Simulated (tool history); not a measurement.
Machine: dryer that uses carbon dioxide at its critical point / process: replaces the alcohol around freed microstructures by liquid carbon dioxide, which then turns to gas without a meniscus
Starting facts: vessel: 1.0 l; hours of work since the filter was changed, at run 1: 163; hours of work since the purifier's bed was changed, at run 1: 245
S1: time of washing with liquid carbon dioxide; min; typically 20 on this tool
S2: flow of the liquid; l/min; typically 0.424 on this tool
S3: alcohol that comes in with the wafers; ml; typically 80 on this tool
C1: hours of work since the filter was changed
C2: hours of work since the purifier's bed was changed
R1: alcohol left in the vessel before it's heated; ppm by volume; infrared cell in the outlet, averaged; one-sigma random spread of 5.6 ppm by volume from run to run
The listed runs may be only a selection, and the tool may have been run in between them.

run	day	S1	S2	S3	C1	C2	R1
1	0.000	20	0.424	80	163	245	340
# day 1.854: inlet filter changed
2	2.183	20	0.424	80	5	278	232
3	4.421	20	0.424	80	40	313	258
4	6.275	20	0.424	80	68	341	284
5	7.496	20	0.424	80	87	360	305
6	9.808	20	0.424	80	123	396	342
7	11.846	20	0.424	80	154	427	369
8	13.354	20	0.424	80	177	451	407
# day 14.179: inlet filter changed
9	15.567	20	0.424	80	21	484	295
10	16.879	23	0.424	80	42	504	195
11	19.325	19	0.424	80	79	542	427
12	21.171	20	0.424	90	108	570	412
13	22.771	20	0.424	90	132	595	420
14	24.617	14	0.424	80	161	623	1688
15	26.242	16	0.424	80	186	649	1089
# day 26.496: inlet filter changed
16	28.179	30	0.280	21	26	678	190
17	29.850	13	0.284	98	52	703	7033
18	32.229	13	0.424	46	88	740	1184
19	35.008	20	0.424	79	131	783	429
20	37.004	16	0.424	79	162	814	1059

Run 21, settings as shown, results not yet in. Your forecast:
21	38.292	16	0.424	79	182	834	?

{"run 21": {"R1": 1113}}
Take away the tool's hidden state, keep the run-to-run variation as it was, and the same run would have given R1 572 ppm by volume.
